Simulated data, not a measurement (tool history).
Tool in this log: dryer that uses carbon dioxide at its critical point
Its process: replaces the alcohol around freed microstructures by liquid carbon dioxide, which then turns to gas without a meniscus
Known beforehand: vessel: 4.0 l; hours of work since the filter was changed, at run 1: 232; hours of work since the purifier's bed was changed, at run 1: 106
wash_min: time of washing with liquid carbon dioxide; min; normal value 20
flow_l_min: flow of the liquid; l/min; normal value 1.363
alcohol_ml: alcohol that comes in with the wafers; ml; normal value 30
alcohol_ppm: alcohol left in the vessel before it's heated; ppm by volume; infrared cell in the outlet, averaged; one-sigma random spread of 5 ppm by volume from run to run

| run | day | wash_min | flow_l_min | alcohol_ml | hours of work since the filter was changed | hours of work since the purifier's bed was changed | alcohol_ppm |
|---|---|---|---|---|---|---|---|
| 1 | 0 | 20 | 1.363 | 30 | 232 | 106 | 20 |
| 2 | 0.9 | 23 | 1.363 | 30 | 239 | 113 | 10 |
| 3 | 1.417 | 14 | 1.363 | 30 | 243 | 117 | 113 |
| 4 | 2.158 | 14 | 1.363 | 30 | 249 | 122 | 109 |
| 5 | 2.592 | 14 | 1.363 | 30 | 252 | 126 | 106 |
| 6 | 3.575 | 20 | 1.363 | 30 | 259 | 133 | 28 |
| 7 | 4.325 | 20 | 1.02 | 30 | 265 | 139 | 100 |
| 8 | 5.208 | 20 | 1.363 | 20 | 272 | 145 | 24 |
| 9 | 5.808 | 20 | 1.363 | 20 | 276 | 150 | 19 |
| 10 | 6.746 | 20 | 1.363 | 20 | 283 | 157 | 30 |
| 11 | 7.233 | 20 | 1.363 | 45 | 287 | 161 | 35 |
| 12 | 7.779 | 20 | 1.363 | 72 | 291 | 165 | 59 |
| 13 | 8.488 | 20 | 1.363 | 30 | 297 | 170 | 30 |
| 14 | 9.488 | 12 | 2.3 | 30 | 304 | 178 | 30 |
| 15 | 10.275 | 16 | 1.12 | 30 | 310 | 184 | 141 |
| 16 | 11.183 | 16 | 1.12 | 30 | 317 | 191 | 143 |
| 17 | 11.779 | 24 | 1.32 | 41 | 322 | 195 | 18 |
| 18 | 12.288 | 24 | 1.32 | 41 | 326 | 199 | 30 |
| 19 | 13.225 | 15 | 1.32 | 41 | 333 | 206 | 147 |
| 20 | 13.812 | 15 | 1.32 | 41 | 337 | 211 | 146 |
| 21 | 14.421 | 15 | 1.32 | 41 | 342 | 216 | 145 |
| 22 | 14.958 | 17 | 0.92 | 112 | 346 | 220 | 851 |
| 23 | 15.821 | 15 | 0.82 | 36 | 352 | 226 | 567 |
| 24 | 16.8 | 15 | 0.82 | 36 | 360 | 234 | 574 |
| 25 | 17.633 | 15 | 0.82 | 36 | 366 | 240 | 589 |
| 26 | 18.246 | 30 | 1.363 | 68 | 371 | 245 | 10 |

Consider 3 possible next runs. They are alternatives, not a sequence: every one starts from the tool as it was left by run 26. What does each give?
| A | 19.267 | 21 | 1.363 | 23 | 379 | 252 | ? |
| B | 19.267 | 26 | 1.363 | 30 | 379 | 252 | ? |
| C | 19.267 | 30 | 1.363 | 116 | 379 | 252 | ? |

| run | alcohol_ppm |
|---|---|
| A | 24 |
| B | 20 |
| C | 20 |
With the hidden condition removed and each run's random variation left untouched, the same runs would have given:
| run | alcohol_ppm |
|---|---|
| A | 9 |
| B | 7 |
| C | 7 |
